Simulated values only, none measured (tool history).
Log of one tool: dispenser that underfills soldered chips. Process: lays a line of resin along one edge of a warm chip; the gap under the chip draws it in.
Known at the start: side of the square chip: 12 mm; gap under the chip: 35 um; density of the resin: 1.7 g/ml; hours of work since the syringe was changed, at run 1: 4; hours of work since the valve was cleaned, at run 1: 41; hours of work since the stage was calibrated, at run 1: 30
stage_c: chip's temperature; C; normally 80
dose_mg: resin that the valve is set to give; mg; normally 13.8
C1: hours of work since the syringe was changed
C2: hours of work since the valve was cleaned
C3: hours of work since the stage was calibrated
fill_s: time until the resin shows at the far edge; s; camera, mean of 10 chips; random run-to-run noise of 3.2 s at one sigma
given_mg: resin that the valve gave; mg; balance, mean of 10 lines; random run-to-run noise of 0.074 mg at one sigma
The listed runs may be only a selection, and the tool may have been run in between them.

{"run": 1, "hour": 0.0, "stage_c": 80, "dose_mg": 13.8, "C1": 4, "C2": 41, "C3": 30, "fill_s": 388.4, "given_mg": 13.29}
{"run": 2, "hour": 5.0, "stage_c": 80, "dose_mg": 13.8, "C1": 7, "C2": 45, "C3": 33, "fill_s": 482.0, "given_mg": 13.25}
{"run": 3, "hour": 7.8, "stage_c": 80, "dose_mg": 13.8, "C1": 9, "C2": 47, "C3": 35, "fill_s": 534.1, "given_mg": 13.3}
{"hour": 9.0, "done": "new syringe of resin"}
{"run": 4, "hour": 11.1, "stage_c": 80, "dose_mg": 13.8, "C1": 1, "C2": 49, "C3": 37, "fill_s": 362.6, "given_mg": 13.22}
{"run": 5, "hour": 14.9, "stage_c": 80, "dose_mg": 13.8, "C1": 4, "C2": 51, "C3": 40, "fill_s": 419.2, "given_mg": 13.24}
{"run": 6, "hour": 20.9, "stage_c": 80, "dose_mg": 13.8, "C1": 8, "C2": 56, "C3": 44, "fill_s": 541.4, "given_mg": 13.03}
{"hour": 23.7, "done": "new syringe of resin"}
{"run": 7, "hour": 27.1, "stage_c": 80, "dose_mg": 12.0, "C1": 2, "C2": 60, "C3": 48, "fill_s": 378.4, "given_mg": 11.4}
{"run": 8, "hour": 29.8, "stage_c": 80, "dose_mg": 12.0, "C1": 4, "C2": 62, "C3": 50, "fill_s": 424.9, "given_mg": 11.43}
{"run": 9, "hour": 35.5, "stage_c": 80, "dose_mg": 14.0, "C1": 8, "C2": 66, "C3": 54, "fill_s": 516.3, "given_mg": 13.39}
{"hour": 38.3, "done": "new syringe of resin"}
{"run": 10, "hour": 39.8, "stage_c": 80, "dose_mg": 14.0, "C1": 1, "C2": 68, "C3": 57, "fill_s": 336.9, "given_mg": 13.31}
{"run": 11, "hour": 44.1, "stage_c": 80, "dose_mg": 14.0, "C1": 4, "C2": 71, "C3": 60, "fill_s": 414.0, "given_mg": 13.17}
{"hour": 47.5, "done": "dispensing valve cleaned and set on the balance"}
{"run": 12, "hour": 50.4, "stage_c": 80, "dose_mg": 13.8, "C1": 8, "C2": 2, "C3": 63, "fill_s": 492.5, "given_mg": 13.93}
{"run": 13, "hour": 53.4, "stage_c": 80, "dose_mg": 13.8, "C1": 10, "C2": 4, "C3": 66, "fill_s": 561.7, "given_mg": 13.77}
{"hour": 54.2, "done": "new syringe of resin"}
{"run": 14, "hour": 57.8, "stage_c": 80, "dose_mg": 13.8, "C1": 2, "C2": 7, "C3": 68, "fill_s": 375.9, "given_mg": 13.67}
{"run": 15, "hour": 62.0, "stage_c": 80, "dose_mg": 13.8, "C1": 5, "C2": 10, "C3": 71, "fill_s": 442.4, "given_mg": 13.62}
{"run": 16, "hour": 65.7, "stage_c": 80, "dose_mg": 13.8, "C1": 8, "C2": 12, "C3": 74, "fill_s": 513.5, "given_mg": 13.66}
{"hour": 69.0, "done": "new syringe of resin"}
{"run": 17, "hour": 69.0, "stage_c": 80, "dose_mg": 13.8, "C1": 0, "C2": 15, "C3": 76, "fill_s": 325.1, "given_mg": 13.57}
{"run": 18, "hour": 74.0, "stage_c": 93, "dose_mg": 15.3, "C1": 3, "C2": 18, "C3": 80, "fill_s": 263.9, "given_mg": 15.14}
{"run": 19, "hour": 78.5, "stage_c": 93, "dose_mg": 15.3, "C1": 7, "C2": 21, "C3": 83, "fill_s": 315.4, "given_mg": 15.02}
{"hour": 83.7, "done": "new syringe of resin"}
{"run": 20, "hour": 84.5, "stage_c": 79, "dose_mg": 12.6, "C1": 1, "C2": 25, "C3": 87, "fill_s": 356.7, "given_mg": 12.5}
{"run": 21, "hour": 89.1, "stage_c": 79, "dose_mg": 12.6, "C1": 4, "C2": 28, "C3": 90, "fill_s": 416.1, "given_mg": 12.17}
{"run": 22, "hour": 93.5, "stage_c": 79, "dose_mg": 12.6, "C1": 7, "C2": 31, "C3": 93, "fill_s": 509.3, "given_mg": 12.15}
{"run": 23, "hour": 96.9, "stage_c": 79, "dose_mg": 12.6, "C1": 9, "C2": 34, "C3": 95, "fill_s": 580.0, "given_mg": 12.16}
{"hour": 98.4, "done": "new syringe of resin"}
{"run": 24, "hour": 102.5, "stage_c": 79, "dose_mg": 12.6, "C1": 3, "C2": 38, "C3": 99, "fill_s": 401.0, "given_mg": 12.29}
{"run": 25, "hour": 108.7, "stage_c": 79, "dose_mg": 12.6, "C1": 7, "C2": 42, "C3": 103, "fill_s": 513.5, "given_mg": 12.14}
{"hour": 113.3, "done": "new syringe of resin"}
{"run": 26, "hour": 113.6, "stage_c": 89, "dose_mg": 15.9, "C1": 0, "C2": 45, "C3": 107, "fill_s": 242.1, "given_mg": 15.18}
{"run": 27, "hour": 118.2, "stage_c": 68, "dose_mg": 15.6, "C1": 3, "C2": 48, "C3": 110, "fill_s": 596.1, "given_mg": 14.91}
{"run": 28, "hour": 121.4, "stage_c": 84, "dose_mg": 13.0, "C1": 6, "C2": 51, "C3": 112, "fill_s": 406.3, "given_mg": 12.41}
{"run": 29, "hour": 125.6, "stage_c": 93, "dose_mg": 14.5, "C1": 9, "C2": 53, "C3": 115, "fill_s": 356.6, "given_mg": 13.86}
{"hour": 127.9, "done": "new syringe of resin"}
{"run": 30, "hour": 132.0, "stage_c": 82, "dose_mg": 15.9, "C1": 3, "C2": 58, "C3": 119, "fill_s": 347.6, "given_mg": 15.06}
{"run": 31, "hour": 138.0, "stage_c": 72, "dose_mg": 13.5, "C1": 7, "C2": 62, "C3": 123, "fill_s": 656.1, "given_mg": 12.76}
{"hour": 142.6, "done": "new syringe of resin"}
{"run": 32, "hour": 143.6, "stage_c": 87, "dose_mg": 13.3, "C1": 1, "C2": 66, "C3": 127, "fill_s": 275.8, "given_mg": 12.6}
{"run": 33, "hour": 149.6, "stage_c": 79, "dose_mg": 11.9, "C1": 5, "C2": 70, "C3": 131, "fill_s": 467.9, "given_mg": 11.28}
{"hour": 155.4, "done": "dispensing valve cleaned and set on the balance"}
{"run": 34, "hour": 155.4, "stage_c": 77, "dose_mg": 16.8, "C1": 8, "C2": 0, "C3": 135, "fill_s": 578.2, "given_mg": 16.57}

Forecast each of these 5 alternatives for the next run:
{"hour": 158.4, "done": "new syringe of resin"}
{"run": "A", "hour": 161.6, "stage_c": 80, "dose_mg": 15.8, "C1": 2, "C2": 4, "C3": 139, "fill_s": "?", "given_mg": "?"}
{"hour": 158.4, "done": "new syringe of resin"}
{"run": "B", "hour": 161.6, "stage_c": 83, "dose_mg": 16.7, "C1": 2, "C2": 4, "C3": 139, "fill_s": "?", "given_mg": "?"}
{"hour": 158.4, "done": "new syringe of resin"}
{"run": "C", "hour": 161.6, "stage_c": 78, "dose_mg": 12.9, "C1": 2, "C2": 4, "C3": 139, "fill_s": "?", "given_mg": "?"}
{"hour": 158.4, "done": "new syringe of resin"}
{"run": "D", "hour": 161.6, "stage_c": 84, "dose_mg": 16.3, "C1": 2, "C2": 4, "C3": 139, "fill_s": "?", "given_mg": "?"}
{"hour": 158.4, "done": "new syringe of resin"}
{"run": "E", "hour": 161.6, "stage_c": 86, "dose_mg": 12.3, "C1": 2, "C2": 4, "C3": 139, "fill_s": "?", "given_mg": "?"}

run=A fill_s=369.5 given_mg=15.65
run=B fill_s=330.1 given_mg=16.56
run=C fill_s=408.6 given_mg=12.77
run=D fill_s=322.9 given_mg=16.10
run=E fill_s=310.1 given_mg=12.29
With no hidden state in the tool, these same runs would have given:
run=A fill_s=310.2 given_mg=15.73
run=B fill_s=277.3 given_mg=16.65
run=C fill_s=342.6 given_mg=12.84
run=D fill_s=271.3 given_mg=16.19
run=E fill_s=260.4 given_mg=12.35
